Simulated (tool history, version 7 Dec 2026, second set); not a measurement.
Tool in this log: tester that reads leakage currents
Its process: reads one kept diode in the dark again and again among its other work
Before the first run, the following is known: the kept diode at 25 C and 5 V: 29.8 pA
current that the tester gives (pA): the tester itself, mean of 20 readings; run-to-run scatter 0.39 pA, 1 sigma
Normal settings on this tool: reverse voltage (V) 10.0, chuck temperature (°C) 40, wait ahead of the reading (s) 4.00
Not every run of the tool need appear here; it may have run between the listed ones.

run    hour  reverse voltage (V)  chuck temperature (°C)  wait ahead of the reading (s)  current that the tester gives (pA)
  1     0.0                 10.0                      40                           4.00                              135.74
  2    37.9                  6.5                      40                           4.00                              112.72
  3    68.0                  6.5                      40                           4.65                              112.97
  4   126.2                  6.5                      35                           4.65                               79.17
  5   172.2                 10.0                      40                           0.45                              143.59
  6   221.7                  2.7                      40                           4.00                               75.91
  7   248.4                  2.7                      40                           4.00                               76.18
  8   277.0                  2.7                      40                           4.00                               76.12
  9   323.4                 16.6                      40                           4.00                              175.95
 10   348.5                 16.6                      40                           4.00                              174.13
 11   396.2                 16.6                      40                           4.00                              175.38
 12   441.8                 10.0                      40                           4.00                              138.81
 13   499.8                 10.0                      40                           4.00                              138.76
 14   533.9                 10.0                      40                           4.00                              139.02
 15   574.2                 10.0                      40                           4.00                              139.29
 16   602.2                 10.0                      40                           6.61                              137.97
 17   631.5                 10.0                      40                           6.61                              139.52
 18   671.6                 10.0                      40                           4.00                              140.35
 19   703.0                 10.0                      40                           0.46                              145.56
 20   736.6                 10.0                      40                           4.00                              140.27
 21   761.9                 10.0                      40                           4.00                              140.38
 22   821.0                 10.0                      40                           4.00                              140.65
 23   862.3                  2.9                      44                           4.00                              105.05
 24   896.4                  2.9                      44                           4.00                              105.43
 25   924.6                 10.0                      40                           1.58                              141.68
 26   952.4                 11.8                      33                           1.58                               96.23
 27   992.1                 11.8                      33                           1.58                               97.27
 28  1024.8                 11.8                      33                           1.58                               97.04
 29  1050.4                 11.8                      33                           1.58                               97.31
 30  1095.8                 10.0                      57                           1.10                              438.19
 31  1132.6                  4.0                      57                           6.48                              289.73
 32  1181.9                 13.4                      51                           3.65                              337.79
 33  1225.3                 13.4                      51                           3.65                              340.41
 34  1263.1                  2.7                      47                           9.23                              125.60
 35  1309.3                  2.9                      30                           0.94                               40.16
 36  1359.7                  2.9                      30                           0.94                               40.46
 37  1386.5                  2.1                      50                           1.91                              138.84
 38  1421.4                 10.0                      40                           0.74                              146.49
 39  1462.9                 16.3                      24                           0.38                               78.35
 40  1499.3                  6.0                      34                           2.17                               75.39
 41  1532.1                 10.0                      26                           3.38                               57.61

Selected run-to-run steps in current that the tester gives (pA), each split into two signed amounts: the part the tool would show with no hidden state at all (from settings, incoming material and random variation), and the remainder, which goes to the hidden state together with any gauge scatter not common to the measured and the hidden-state-free results:
Hidden state at play: stray current of the dirty probe card, pA a volt; current scale over the true one, %; true chuck temperature over the reading, C; drift of the gauge itself on leakage_pa, %.
Run 8 -> 9: reverse voltage (V) 2.7 -> 16.6. current that the tester gives (pA) +99.83: hidden state +11.49, all else +88.34.
Run 29 -> 30: reverse voltage (V) 11.8 -> 10.0, chuck temperature (°C) 33 -> 57, wait ahead of the reading (s) 1.58 -> 1.10. current that the tester gives (pA) +340.88: hidden state +8.16, all else +332.72.
Run 30 -> 31: reverse voltage (V) 10.0 -> 4.0, wait ahead of the reading (s) 1.10 -> 6.48. current that the tester gives (pA) -148.46: hidden state -9.60, all else -138.86.
Run 31 -> 32: reverse voltage (V) 4.0 -> 13.4, chuck temperature (°C) 57 -> 51, wait ahead of the reading (s) 6.48 -> 3.65. current that the tester gives (pA) +48.06: hidden state +10.79, all else +37.27.
Run 33 -> 34: reverse voltage (V) 13.4 -> 2.7, chuck temperature (°C) 51 -> 47, wait ahead of the reading (s) 3.65 -> 9.23. current that the tester gives (pA) -214.81: hidden state -16.84, all else -197.97.
